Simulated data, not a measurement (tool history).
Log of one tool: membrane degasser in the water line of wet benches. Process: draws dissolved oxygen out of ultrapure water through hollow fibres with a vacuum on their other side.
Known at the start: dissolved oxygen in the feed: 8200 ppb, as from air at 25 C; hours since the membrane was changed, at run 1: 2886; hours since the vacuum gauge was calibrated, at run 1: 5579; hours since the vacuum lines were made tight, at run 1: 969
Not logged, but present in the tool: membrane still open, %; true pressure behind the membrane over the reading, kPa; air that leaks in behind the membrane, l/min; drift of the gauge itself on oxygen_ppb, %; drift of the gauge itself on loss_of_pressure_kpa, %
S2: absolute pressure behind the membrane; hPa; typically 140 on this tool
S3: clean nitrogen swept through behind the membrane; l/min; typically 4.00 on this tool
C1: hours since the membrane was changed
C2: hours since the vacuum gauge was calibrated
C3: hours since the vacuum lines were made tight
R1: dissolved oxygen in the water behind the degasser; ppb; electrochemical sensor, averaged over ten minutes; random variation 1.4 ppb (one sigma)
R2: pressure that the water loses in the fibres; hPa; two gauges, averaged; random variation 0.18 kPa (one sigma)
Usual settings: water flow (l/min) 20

run 1 day=0.000 | water_flow_(l/min)=20 S2=140 S3=4.00 | C1=2886 C2=5579 C3=969 | R1=143.0 R2=348.9
run 2 day=5.058 | water_flow_(l/min)=20 S2=140 S3=4.00 | C1=3007 C2=5700 C3=1090 | R1=141.6 R2=349.4
run 3 day=8.771 | water_flow_(l/min)=20 S2=140 S3=4.00 | C1=3097 C2=5790 C3=1179 | R1=142.5 R2=347.3
run 4 day=11.008 | water_flow_(l/min)=20 S2=140 S3=2.58 | C1=3150 C2=5843 C3=1233 | R1=212.4 R2=352.2
run 5 day=16.008 | water_flow_(l/min)=20 S2=140 S3=2.58 | C1=3270 C2=5963 C3=1353 | R1=216.4 R2=355.4
run 6 day=21.096 | water_flow_(l/min)=20 S2=140 S3=2.58 | C1=3392 C2=6085 C3=1475 | R1=212.8 R2=353.3
run 7 day=23.650 | water_flow_(l/min)=20 S2=140 S3=4.00 | C1=3454 C2=6147 C3=1536 | R1=143.0 R2=352.0
run 8 day=26.308 | water_flow_(l/min)=20 S2=140 S3=10.29 | C1=3518 C2=6210 C3=1600 | R1=60.5 R2=352.9
run 9 day=31.400 | water_flow_(l/min)=20 S2=140 S3=4.30 | C1=3640 C2=6333 C3=1722 | R1=134.5 R2=353.1
run 10 day=35.967 | water_flow_(l/min)=20 S2=140 S3=4.30 | C1=3749 C2=6442 C3=1832 | R1=135.5 R2=356.5
run 11 day=38.279 | water_flow_(l/min)=20 S2=140 S3=4.30 | C1=3805 C2=6498 C3=1887 | R1=132.9 R2=354.5
run 12 day=41.283 | water_flow_(l/min)=20 S2=140 S3=4.30 | C1=3877 C2=6570 C3=1960 | R1=134.8 R2=353.7
run 13 day=44.875 | water_flow_(l/min)=22 S2=140 S3=4.00 | C1=3963 C2=6656 C3=2046 | R1=157.5 R2=391.6
run 14 day=47.175 | water_flow_(l/min)=22 S2=140 S3=4.00 | C1=4018 C2=6711 C3=2101 | R1=158.6 R2=389.7
run 15 day=49.417 | water_flow_(l/min)=20 S2=140 S3=4.00 | C1=4072 C2=6765 C3=2155 | R1=145.6 R2=352.3
run 16 day=52.725 | water_flow_(l/min)=20 S2=140 S3=11.86 | C1=4151 C2=6844 C3=2234 | R1=52.5 R2=354.6
run 17 day=55.875 | water_flow_(l/min)=20 S2=335 S3=11.86 | C1=4227 C2=6920 C3=2310 | R1=134.9 R2=357.8
run 18 day=59.700 | water_flow_(l/min)=19 S2=301 S3=4.71 | C1=4319 C2=7012 C3=2401 | R1=272.3 R2=338.6
-- day=61.592 vacuum gauge calibrated
run 19 day=64.154 | water_flow_(l/min)=20 S2=172 S3=4.00 | C1=4425 C2=61 C3=2508 | R1=175.7 R2=357.3
run 20 day=66.442 | water_flow_(l/min)=14 S2=140 S3=4.00 | C1=4480 C2=116 C3=2563 | R1=96.2 R2=252.5
run 21 day=70.517 | water_flow_(l/min)=17 S2=141 S3=2.03 | C1=4578 C2=214 C3=2661 | R1=220.2 R2=305.9
run 22 day=73.121 | water_flow_(l/min)=17 S2=141 S3=2.03 | C1=4640 C2=277 C3=2723 | R1=220.8 R2=303.2
run 23 day=76.733 | water_flow_(l/min)=30 S2=140 S3=4.00 | C1=4727 C2=363 C3=2810 | R1=206.6 R2=534.1
run 24 day=80.404 | water_flow_(l/min)=30 S2=140 S3=4.00 | C1=4815 C2=451 C3=2898 | R1=203.6 R2=536.2
run 25 day=83.296 | water_flow_(l/min)=21 S2=140 S3=3.82 | C1=4885 C2=521 C3=2967 | R1=151.3 R2=376.2
run 26 day=85.658 | water_flow_(l/min)=20 S2=140 S3=4.36 | C1=4941 C2=578 C3=3024 | R1=126.1 R2=356.9
run 27 day=88.308 | water_flow_(l/min)=17 S2=140 S3=4.43 | C1=5005 C2=641 C3=3088 | R1=107.2 R2=303.3
run 28 day=91.904 | water_flow_(l/min)=17 S2=143 S3=4.00 | C1=5091 C2=728 C3=3174 | R1=117.9 R2=305.0

Run 29 comes next. What will it give?
run 29 day=95.642 | water_flow_(l/min)=19 S2=143 S3=3.97 | C1=5181 C2=817 C3=3264 | R1=? R2=?

{"run 29": {"R1": 134.6, "R2": 342.7}}
On a tool with no hidden condition, and with the same random variation, this run would have come out at R1 129.2 ppb, R2 322.0 hPa.

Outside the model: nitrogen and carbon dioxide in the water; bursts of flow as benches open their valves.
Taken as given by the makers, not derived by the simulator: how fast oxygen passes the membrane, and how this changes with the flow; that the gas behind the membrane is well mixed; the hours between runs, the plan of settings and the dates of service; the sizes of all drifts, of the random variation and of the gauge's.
